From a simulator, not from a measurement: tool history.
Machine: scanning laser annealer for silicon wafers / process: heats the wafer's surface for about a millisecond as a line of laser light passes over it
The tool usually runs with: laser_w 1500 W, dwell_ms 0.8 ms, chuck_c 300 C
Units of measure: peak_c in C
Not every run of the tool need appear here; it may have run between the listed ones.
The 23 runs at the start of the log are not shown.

Run 24, hour 397.8: usual settings but laser_w 1546 W, chuck_c 295 C. Result: peak_c 1112 C.
Run 25, hour 409.1: usual settings but laser_w 1335 W, dwell_ms 0.855 ms, chuck_c 270 C. Result: peak_c 973 C.
Run 26, hour 420.8: usual settings but dwell_ms 0.578 ms, chuck_c 291 C. Result: peak_c 973 C.
Run 27, hour 436.7: usual settings but laser_w 1435 W, dwell_ms 0.953 ms. Result: peak_c 1099 C.
Run 28, hour 460: usual settings but laser_w 1435 W, dwell_ms 0.722 ms, chuck_c 323 C. Result: peak_c 1031 C.
Run 29, hour 481.8: usual settings but laser_w 1498 W, chuck_c 332 C. Result: peak_c 1115 C.
Run 30, hour 493.8: usual settings but laser_w 1498 W, chuck_c 332 C. Result: peak_c 1113 C.
Run 31, hour 504.9: usual settings but laser_w 1498 W, chuck_c 332 C. Result: peak_c 1112 C.
Run 32, hour 524.2: usual settings but laser_w 1454 W, dwell_ms 0.87 ms, chuck_c 312 C. Result: peak_c 1087 C.
Run 33, hour 541.5: usual settings but laser_w 1317 W, dwell_ms 0.959 ms, chuck_c 280 C. Result: peak_c 1002 C.
Run 34, hour 553.1: usual settings but laser_w 1417 W, dwell_ms 0.677 ms, chuck_c 339 C. Result: peak_c 1015 C.
Run 35, hour 568.8: usual settings but laser_w 1309 W. Result: peak_c 957 C.
Run 36, hour 583: usual settings but laser_w 1309 W. Result: peak_c 957 C.

Below are 5 alternative next runs, each starting from the tool's condition after run 36. Predict each:
Run A, hour 601: usual settings but laser_w 1594 W, chuck_c 306 C. Result: peak_c ?.
Run B, hour 601: usual settings but laser_w 1546 W, dwell_ms 0.689 ms, chuck_c 324 C. Result: peak_c ?.
Run C, hour 601: usual settings but laser_w 1367 W, chuck_c 337 C. Result: peak_c ?.
Run D, hour 601: usual settings but laser_w 1309 W, dwell_ms 0.641 ms. Result: peak_c ?.
Run E, hour 601: usual settings but laser_w 1309 W, dwell_ms 0.809 ms. Result: peak_c ?.

run  peak_c
  A    1139
  B    1075
  C    1030
  D     893
  E     962
Without the tool's unlogged condition, the same runs would have read:
run  peak_c
  A    1194
  B    1126
  C    1076
  D     933
  E    1006
